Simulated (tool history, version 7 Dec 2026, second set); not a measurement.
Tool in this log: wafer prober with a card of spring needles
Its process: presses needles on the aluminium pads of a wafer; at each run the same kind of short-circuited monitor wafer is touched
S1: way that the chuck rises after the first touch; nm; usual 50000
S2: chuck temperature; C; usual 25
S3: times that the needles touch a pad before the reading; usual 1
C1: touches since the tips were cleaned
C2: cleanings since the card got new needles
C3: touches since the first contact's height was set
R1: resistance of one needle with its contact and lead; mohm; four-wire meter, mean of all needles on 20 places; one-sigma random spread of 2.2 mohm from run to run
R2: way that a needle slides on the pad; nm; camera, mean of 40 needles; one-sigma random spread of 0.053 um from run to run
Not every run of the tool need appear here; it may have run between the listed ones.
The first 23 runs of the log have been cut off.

{"day": 6.975, "done": "tips cleaned on abrasive film"}
{"day": 7.196, "done": "tips cleaned on abrasive film"}
{"run": 24, "day": 7.225, "S1": 55000, "S2": 44, "S3": 1, "C1": 412, "C2": 105, "C3": 27963, "R1": 242, "R2": 14290}
{"day": 7.421, "done": "tips cleaned on abrasive film"}
{"run": 25, "day": 7.479, "S1": 50000, "S2": 67, "S3": 2, "C1": 896, "C2": 106, "C3": 31726, "R1": 254, "R2": 13010}
{"day": 7.629, "done": "tips cleaned on abrasive film"}
{"run": 26, "day": 7.75, "S1": 37000, "S2": 25, "S3": 1, "C1": 1809, "C2": 107, "C3": 35708, "R1": 254, "R2": 9580}
{"day": 7.842, "done": "tips cleaned on abrasive film"}
{"run": 27, "day": 7.942, "S1": 31000, "S2": 25, "S3": 1, "C1": 1496, "C2": 108, "C3": 38498, "R1": 253, "R2": 8010}
{"day": 8.05, "done": "tips cleaned on abrasive film"}
{"day": 8.292, "done": "tips cleaned on abrasive film"}
{"run": 28, "day": 8.3, "S1": 62000, "S2": 108, "S3": 1, "C1": 97, "C2": 110, "C3": 43743, "R1": 256, "R2": 15940}
{"day": 8.538, "done": "tips cleaned on abrasive film"}
{"run": 29, "day": 8.633, "S1": 50000, "S2": 82, "S3": 1, "C1": 1436, "C2": 111, "C3": 48655, "R1": 260, "R2": 12960}
{"day": 8.762, "done": "tips cleaned on abrasive film"}
{"day": 8.975, "done": "tips cleaned on abrasive film"}
{"run": 30, "day": 9.042, "S1": 61000, "S2": 104, "S3": 1, "C1": 999, "C2": 113, "C3": 54687, "R1": 256, "R2": 15710}
{"day": 9.188, "done": "tips cleaned on abrasive film"}
{"day": 9.433, "done": "tips cleaned on abrasive film"}
{"run": 31, "day": 9.458, "S1": 61000, "S2": 93, "S3": 1, "C1": 370, "C2": 115, "C3": 60744, "R1": 254, "R2": 15640}

Below are 4 alternative next runs, each starting from the tool's condition after run 31. Predict each:
{"day": 9.658, "done": "tips cleaned on abrasive film"}
{"run": "A", "day": 9.754, "S1": 61000, "S2": 45, "S3": 1, "C1": 1455, "C2": 116, "C3": 65162, "R1": "?", "R2": "?"}
{"day": 9.658, "done": "tips cleaned on abrasive film"}
{"run": "B", "day": 9.754, "S1": 50000, "S2": 39, "S3": 1, "C1": 1455, "C2": 116, "C3": 65162, "R1": "?", "R2": "?"}
{"day": 9.658, "done": "tips cleaned on abrasive film"}
{"run": "C", "day": 9.754, "S1": 58000, "S2": 69, "S3": 2, "C1": 1455, "C2": 116, "C3": 65162, "R1": "?", "R2": "?"}
{"day": 9.658, "done": "tips cleaned on abrasive film"}
{"run": "D", "day": 9.754, "S1": 31000, "S2": 115, "S3": 2, "C1": 1455, "C2": 116, "C3": 65162, "R1": "?", "R2": "?"}

run=A R1=243 R2=15770
run=B R1=250 R2=13010
run=C R1=246 R2=14930
run=D R1=282 R2=7950
The same runs, with their run-to-run variation unchanged, on a tool lacking any hidden condition would have given:
run=A R1=242 R2=16130
run=B R1=249 R2=13300
run=C R1=246 R2=15270
run=D R1=282 R2=8130

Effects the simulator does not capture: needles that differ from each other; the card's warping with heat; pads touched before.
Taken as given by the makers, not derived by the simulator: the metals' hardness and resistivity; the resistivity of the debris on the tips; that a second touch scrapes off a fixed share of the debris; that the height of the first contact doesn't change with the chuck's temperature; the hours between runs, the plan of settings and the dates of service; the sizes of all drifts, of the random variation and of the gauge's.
